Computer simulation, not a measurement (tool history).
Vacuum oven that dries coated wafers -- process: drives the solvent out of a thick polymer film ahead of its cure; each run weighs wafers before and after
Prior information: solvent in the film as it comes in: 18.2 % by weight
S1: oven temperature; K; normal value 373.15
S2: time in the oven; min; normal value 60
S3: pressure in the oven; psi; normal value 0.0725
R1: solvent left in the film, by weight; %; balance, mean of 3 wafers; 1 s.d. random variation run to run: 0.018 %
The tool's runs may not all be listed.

| run | hour | S1 | S2 | S3 | R1 |
|---|---|---|---|---|---|
| 1 | 0 | 373.15 | 60 | 0.0725 | 2.13 |
| 2 | 18.2 | 373.15 | 60 | 0.0725 | 2.12 |
| 3 | 30.8 | 373.15 | 81 | 0.0725 | 1.16 |
| 4 | 49.3 | 373.15 | 60 | 0.0725 | 2.14 |
| 5 | 62 | 373.15 | 60 | 0.0725 | 2.11 |
| 6 | 71 | 373.15 | 60 | 0.0725 | 2.11 |
| 7 | 87.1 | 373.15 | 60 | 0.0725 | 2.1 |
| 8 | 104.7 | 373.15 | 60 | 0.0725 | 2.12 |
| 9 | 118.8 | 373.15 | 60 | 0.0725 | 2.11 |
| 10 | 131.4 | 373.15 | 60 | 0.0725 | 2.12 |
| 11 | 141 | 373.15 | 60 | 0.0409 | 2.02 |
| 12 | 153.4 | 373.15 | 60 | 0.0409 | 2.04 |
| 13 | 171.8 | 373.15 | 34 | 0.0725 | 4.76 |
| 14 | 187 | 373.15 | 34 | 0.0725 | 4.76 |
| 15 | 204.8 | 373.15 | 34 | 0.0725 | 4.72 |
| 16 | 222.9 | 373.15 | 34 | 0.0725 | 4.71 |
| 17 | 234.2 | 370.15 | 60 | 0.0725 | 2.95 |
| 18 | 246.3 | 370.15 | 60 | 0.0725 | 2.95 |
| 19 | 254.2 | 370.15 | 60 | 0.0725 | 2.97 |
| 20 | 261.7 | 373.15 | 60 | 0.0553 | 2.04 |
| 21 | 270.3 | 373.15 | 60 | 0.0553 | 2.04 |
| 22 | 284.9 | 373.15 | 60 | 0.0553 | 2.06 |
| 23 | 295.1 | 373.15 | 60 | 0.0553 | 2.01 |
| 24 | 308 | 373.15 | 60 | 0.0553 | 2.03 |
| 25 | 321.6 | 373.15 | 39 | 0.0725 | 4.01 |
| 26 | 329.9 | 373.15 | 50 | 0.0725 | 2.84 |
| 27 | 343.9 | 380.15 | 60 | 0.066 | 0.74 |
| 28 | 355.5 | 381.15 | 48 | 0.066 | 1.09 |
|  | 368 | oven's thermocouples calibrated |
| 29 | 368.7 | 382.15 | 36 | 0.181 | 1.69 |
| 30 | 381.6 | 371.15 | 36 | 0.181 | 4.96 |
| 31 | 394.4 | 371.15 | 36 | 0.181 | 4.93 |
| 32 | 411.8 | 383.15 | 36 | 0.0645 | 1.28 |
| 33 | 427.1 | 383.15 | 86 | 0.0419 | 0.17 |
| 34 | 438.2 | 384.15 | 60 | 0.0725 | 0.33 |
| 35 | 453 | 384.15 | 60 | 0.0725 | 0.35 |
| 36 | 461.9 | 374.15 | 60 | 0.0479 | 1.48 |
|  | 479.2 | oven's thermocouples calibrated, once more |
| 37 | 480.4 | 383.15 | 60 | 0.0479 | 0.56 |
| 38 | 497.5 | 361.15 | 75 | 0.1645 | 5.88 |
| 39 | 511.5 | 381.15 | 58 | 0.054 | 0.84 |
| 40 | 529.7 | 388.15 | 99 | 0.0413 | 0.14 |
| 41 | 540.6 | 368.15 | 97 | 0.1062 | 2.08 |
| 42 | 557 | 376.15 | 56 | 0.1059 | 2.01 |

4 options for the next run, each taken on its own from the tool as it stands now. Forecast them:
| A | 573.2 | 376.15 | 56 | 0.1545 | ? |
| B | 573.2 | 359.15 | 38 | 0.1059 | ? |
| C | 573.2 | 360.15 | 47 | 0.1271 | ? |
| D | 573.2 | 384.15 | 95 | 0.1271 | ? |

| run | R1 |
|---|---|
| A | 2.11 |
| B | 9.63 |
| C | 8.49 |
| D | 0.36 |
Stripped of hidden state, with their random variation kept, the same runs would have yielded:
| run | R1 |
|---|---|
| A | 2.07 |
| B | 9.6 |
| C | 8.46 |
| D | 0.29 |
